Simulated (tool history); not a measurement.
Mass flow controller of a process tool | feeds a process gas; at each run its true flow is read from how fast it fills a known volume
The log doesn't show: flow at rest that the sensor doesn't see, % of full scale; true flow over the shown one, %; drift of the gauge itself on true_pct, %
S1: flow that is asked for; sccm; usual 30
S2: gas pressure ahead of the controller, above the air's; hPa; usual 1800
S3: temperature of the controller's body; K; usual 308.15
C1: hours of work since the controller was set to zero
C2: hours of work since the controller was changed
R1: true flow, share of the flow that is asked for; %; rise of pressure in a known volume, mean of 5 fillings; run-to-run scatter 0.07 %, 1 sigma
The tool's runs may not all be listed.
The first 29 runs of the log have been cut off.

run    hour  S1    S2      S3    C1    C2     R1
     2303.8  -- controller's zero set anew, once more
 30  2328.2  30  2470  299.15    19  3987  97.79
 31  2383.5  21  2690  312.15    63  4030  96.61
 32  2430.8  30  1550  308.15   100  4068  98.14
 33  2517.6  30  2690  308.15   168  4136  97.13
 34  2608.1  40  1660  310.15   239  4207  98.18
 35  2697.3  35  1800  295.15   309  4277  98.65
 36  2809.9   5  2370  295.15   398  4365  97.57
 37  2915.3  11  1800  308.15   480  4448  97.35
 38  2990.1  30  2070  300.15   539  4507  97.93
 39  3090.6   9  2380  300.15   618  4586  97.35
 40  3155.0  30  2540  294.15   669  4636  97.78
 41  3213.7  30  1600  301.15   715  4683  98.33
 42  3279.2  40  1800  302.15   766  4734  98.20
 43  3350.2  40  1800  302.15   822  4790  98.20
 44  3441.7  40  1800  302.15   894  4862  98.28
 45  3494.6  47  1730  295.15   935  4903  98.68
 46  3565.1   7  1730  296.15   991  4959  98.35
 47  3658.4   7  1730  296.15  1064  5032  98.35
 48  3763.9   7  1840  302.15  1147  5115  97.93

4 options for the next run, each taken on its own from the tool as it stands now. Forecast them:
  A  3841.6  46  1840  302.15  1208  5176   ?
  B  3841.6   7  1590  303.15  1208  5176   ?
  C  3841.6   7  2100  294.15  1208  5176   ?
  D  3841.6  30  2110  308.15  1208  5176   ?

run     R1
  A  98.24
  B  98.01
  C  98.15
  D  97.39
Without the tool's hidden state the same runs would have given:
run     R1
  A  99.73
  B  98.73
  C  98.87
  D  98.81
